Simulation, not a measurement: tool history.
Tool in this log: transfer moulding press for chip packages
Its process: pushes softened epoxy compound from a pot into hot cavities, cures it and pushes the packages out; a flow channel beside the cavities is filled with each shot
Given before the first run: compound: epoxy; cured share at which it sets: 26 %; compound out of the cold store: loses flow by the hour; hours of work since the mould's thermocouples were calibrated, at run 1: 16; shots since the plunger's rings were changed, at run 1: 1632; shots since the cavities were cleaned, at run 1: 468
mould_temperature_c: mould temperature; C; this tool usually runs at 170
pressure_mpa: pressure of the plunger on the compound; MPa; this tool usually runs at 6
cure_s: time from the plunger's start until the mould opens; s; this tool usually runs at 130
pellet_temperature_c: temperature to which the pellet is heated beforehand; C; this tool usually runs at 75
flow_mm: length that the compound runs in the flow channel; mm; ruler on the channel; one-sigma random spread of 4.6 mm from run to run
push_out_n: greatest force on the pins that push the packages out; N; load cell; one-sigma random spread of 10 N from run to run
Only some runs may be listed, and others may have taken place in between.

| run | hour | mould_temperature_c | pressure_mpa | cure_s | pellet_temperature_c | hours of work since the mould's thermocouples were calibrated | shots since the plunger's rings were changed | shots since the cavities were cleaned | incoming compound's hours out of the cold store | flow_mm | push_out_n |
|---|---|---|---|---|---|---|---|---|---|---|---|
| 1 | 0 | 170 | 6 | 130 | 75 | 16 | 1632 | 468 | 34.1 | 879 | 658 |
| 2 | 4.3 | 170 | 6 | 130 | 75 | 19 | 1674 | 510 | 13.3 | 994 | 688 |
| 3 | 12.7 | 170 | 6 | 130 | 75 | 25 | 1758 | 594 | 38.6 | 844 | 683 |
| 4 | 18 | 170 | 6 | 130 | 75 | 28 | 1810 | 646 | 33.3 | 870 | 718 |
| 5 | 22.9 | 170 | 6 | 130 | 75 | 32 | 1859 | 695 | 13.6 | 1003 | 724 |
| 6 | 29.9 | 170 | 6.77 | 130 | 75 | 37 | 1928 | 764 | 20.4 | 1019 | 745 |
| 7 | 35.4 | 170 | 6 | 130 | 72 | 41 | 1983 | 819 | 29.4 | 902 | 746 |
| 8 | 41.7 | 170 | 6 | 130 | 75 | 45 | 2046 | 882 | 20.8 | 945 | 746 |
| 9 | 48 | 170 | 6 | 130 | 75 | 49 | 2108 | 944 | 34 | 869 | 714 |
| 10 | 52.6 | 170 | 6 | 130 | 75 | 53 | 2153 | 989 | 36.6 | 856 | 773 |
| 11 | 61.1 | 170 | 6 | 130 | 75 | 59 | 2238 | 1074 | 32.3 | 868 | 784 |
| 12 | 66.6 | 170 | 6 | 130 | 75 | 63 | 2292 | 1128 | 41.1 | 825 | 760 |
|  | 73.5 | cavities cleaned with cleaning compound and waxed |
| 13 | 77.1 | 170 | 6 | 130 | 75 | 69 | 2381 | 35 | 38.4 | 847 | 473 |
| 14 | 82.6 | 170 | 6 | 130 | 75 | 73 | 2436 | 90 | 36.2 | 842 | 515 |
| 15 | 91.3 | 170 | 6.2 | 130 | 66 | 79 | 2522 | 176 | 25.6 | 930 | 583 |
| 16 | 96.4 | 170 | 6.2 | 130 | 66 | 83 | 2572 | 226 | 33.5 | 893 | 578 |
| 17 | 104.6 | 170 | 6 | 133 | 66 | 88 | 2655 | 309 | 34.2 | 852 | 601 |
| 18 | 113 | 170 | 6 | 133 | 66 | 94 | 2738 | 392 | 11.3 | 1007 | 617 |
| 19 | 119.2 | 170 | 6 | 131 | 73 | 99 | 2799 | 453 | 47.8 | 775 | 628 |
| 20 | 127.9 | 175 | 6 | 160 | 73 | 105 | 2885 | 539 | 36.5 | 830 | 528 |
| 21 | 134.8 | 175 | 6 | 160 | 73 | 110 | 2954 | 608 | 25 | 894 | 553 |
| 22 | 142.3 | 167 | 6 | 134 | 73 | 115 | 3028 | 682 | 30.1 | 881 | 829 |
| 23 | 149.4 | 170 | 4.66 | 114 | 78 | 120 | 3099 | 753 | 25.3 | 800 | 935 |
| 24 | 155 | 170 | 4.66 | 114 | 78 | 124 | 3154 | 808 | 27.2 | 789 | 892 |
| 25 | 160.7 | 170 | 6.73 | 144 | 78 | 128 | 3210 | 864 | 46.4 | 825 | 643 |
| 26 | 166.9 | 170 | 6.73 | 144 | 78 | 132 | 3272 | 926 | 42.2 | 855 | 664 |
| 27 | 172.2 | 169 | 5.47 | 154 | 76 | 136 | 3324 | 978 | 19.8 | 892 | 668 |
| 28 | 178.9 | 174 | 5.18 | 112 | 76 | 141 | 3391 | 1045 | 26.9 | 824 | 831 |

What if the next run were any one of these 3? Each begins from the tool's condition after run 28:
| A | 183 | 170 | 6 | 124 | 71 | 144 | 3432 | 1086 | 24.5 | ? | ? |
| B | 183 | 175 | 6.34 | 112 | 81 | 144 | 3432 | 1086 | 31.2 | ? | ? |
| C | 183 | 174 | 5.18 | 112 | 67 | 144 | 3432 | 1086 | 12.6 | ? | ? |

| run | flow_mm | push_out_n |
|---|---|---|
| A | 909 | 841 |
| B | 877 | 759 |
| C | 896 | 809 |
The same runs, with their run-to-run variation unchanged, on a tool lacking any hidden condition would have given:
| run | flow_mm | push_out_n |
|---|---|---|
| A | 964 | 516 |
| B | 929 | 465 |
| C | 949 | 495 |
